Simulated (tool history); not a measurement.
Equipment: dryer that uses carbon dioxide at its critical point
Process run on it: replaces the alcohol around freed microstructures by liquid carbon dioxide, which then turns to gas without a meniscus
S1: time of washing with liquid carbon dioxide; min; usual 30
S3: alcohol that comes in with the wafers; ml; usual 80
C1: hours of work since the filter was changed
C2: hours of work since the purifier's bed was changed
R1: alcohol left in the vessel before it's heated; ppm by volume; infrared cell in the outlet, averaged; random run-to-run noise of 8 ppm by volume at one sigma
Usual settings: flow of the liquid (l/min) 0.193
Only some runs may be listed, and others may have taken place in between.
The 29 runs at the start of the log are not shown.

Run 30, hour 309.9: usual settings but S1 26 min, S3 55 ml; C1 18; C2 315. Result: R1 666 ppm by volume.
Run 31, hour 320.2: usual settings but S1 26 min, S3 55 ml; C1 22; C2 319. Result: R1 683 ppm by volume.
Run 32, hour 334.6: usual settings but S1 22 min, flow of the liquid (l/min) 0.188, S3 26 ml; C1 28; C2 325. Result: R1 723 ppm by volume.
Run 33, hour 342.9: usual settings but S1 22 min, flow of the liquid (l/min) 0.188, S3 26 ml; C1 31; C2 328. Result: R1 708 ppm by volume.
Run 34, hour 351.7: usual settings but S1 22 min, flow of the liquid (l/min) 0.188, S3 114 ml; C1 34; C2 331. Result: R1 2756 ppm by volume.
Run 35, hour 359: usual settings but S1 35 min, flow of the liquid (l/min) 0.129, S3 32 ml; C1 37; C2 334. Result: R1 691 ppm by volume.
Run 36, hour 368.4: usual settings but S1 25 min; C1 41; C2 338. Result: R1 1144 ppm by volume.
Run 37, hour 383: usual settings but S1 33 min, flow of the liquid (l/min) 0.24, S3 111 ml; C1 46; C2 343. Result: R1 165 ppm by volume.
Run 38, hour 395: usual settings but S1 47 min, flow of the liquid (l/min) 0.127; C1 51; C2 348. Result: R1 521 ppm by volume.
Run 39, hour 410.3: usual settings but S1 47 min, flow of the liquid (l/min) 0.127; C1 57; C2 354. Result: R1 514 ppm by volume.
Run 40, hour 418.5: usual settings but S1 48 min, S3 34 ml; C1 60; C2 357. Result: R1 107 ppm by volume.
Run 41, hour 431.9: usual settings but S1 46 min, flow of the liquid (l/min) 0.263, S3 34 ml; C1 65; C2 362. Result: R1 95 ppm by volume.
Run 42, hour 445.7: usual settings but S1 29 min, flow of the liquid (l/min) 0.236; C1 70; C2 367. Result: R1 255 ppm by volume.
Run 43, hour 460.5: usual settings but S1 20 min; C1 76; C2 373. Result: R1 2643 ppm by volume.
Run 44, hour 470.9: usual settings but S1 20 min; C1 80; C2 377. Result: R1 2688 ppm by volume.
Run 45, hour 481.6: usual settings but flow of the liquid (l/min) 0.142, S3 68 ml; C1 84; C2 381. Result: R1 1778 ppm by volume.
Run 46, hour 497: usual settings but flow of the liquid (l/min) 0.142, S3 68 ml; C1 90; C2 387. Result: R1 1803 ppm by volume.
Run 47, hour 510.5: usual settings but S1 41 min, flow of the liquid (l/min) 0.142, S3 23 ml; C1 95; C2 392. Result: R1 243 ppm by volume.

Predict each of these 3 candidate next runs independently; none follows another, all start after run 47:
Run A, hour 518: usual settings but S1 33 min, flow of the liquid (l/min) 0.149, S3 31 ml; C1 98; C2 395. Result: R1 ?.
Run B, hour 518: usual settings but S1 42 min, flow of the liquid (l/min) 0.172, S3 57 ml; C1 98; C2 395. Result: R1 ?.
Run C, hour 518: usual settings but S3 61 ml; C1 98; C2 395. Result: R1 ?.

run   R1
  A  521
  B  198
  C  474
Stripped of hidden state, with their random variation kept, the same runs would have yielded:
run   R1
  A  380
  B   88
  C  329
